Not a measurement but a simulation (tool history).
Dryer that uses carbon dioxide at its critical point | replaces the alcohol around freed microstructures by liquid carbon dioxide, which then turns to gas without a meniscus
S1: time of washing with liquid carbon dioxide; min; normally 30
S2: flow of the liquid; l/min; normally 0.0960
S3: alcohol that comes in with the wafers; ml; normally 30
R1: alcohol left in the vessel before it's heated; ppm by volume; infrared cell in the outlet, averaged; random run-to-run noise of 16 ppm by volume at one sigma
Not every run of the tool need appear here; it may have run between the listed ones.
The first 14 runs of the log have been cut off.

| run | hour | S1 | S2 | S3 | R1 |
|---|---|---|---|---|---|
| 15 | 181.5 | 30 | 0.0960 | 30 | 1575 |
| 16 | 194.9 | 30 | 0.0960 | 30 | 1491 |
| 17 | 202.7 | 30 | 0.0960 | 30 | 1538 |
| 18 | 217.5 | 30 | 0.0600 | 30 | 6292 |
| 19 | 226.1 | 30 | 0.0785 | 30 | 3064 |
| 20 | 238.1 | 30 | 0.0785 | 30 | 3028 |
| 21 | 248.3 | 30 | 0.0785 | 30 | 3062 |
| 22 | 259.2 | 24 | 0.0960 | 30 | 3311 |
| 23 | 269.5 | 44 | 0.1015 | 30 | 277 |
| 24 | 284.4 | 44 | 0.1015 | 30 | 288 |
| 25 | 300.1 | 44 | 0.1015 | 30 | 292 |
| 26 | 310.8 | 44 | 0.1015 | 30 | 275 |

Run 27 has not been measured yet. What should we expect?
| 27 | 319.2 | 30 | 0.0960 | 67 | ? |

{"run 27": {"R1": 3613}}
Had the tool carried no hidden state, the very same run would have given R1 2297 ppm by volume.
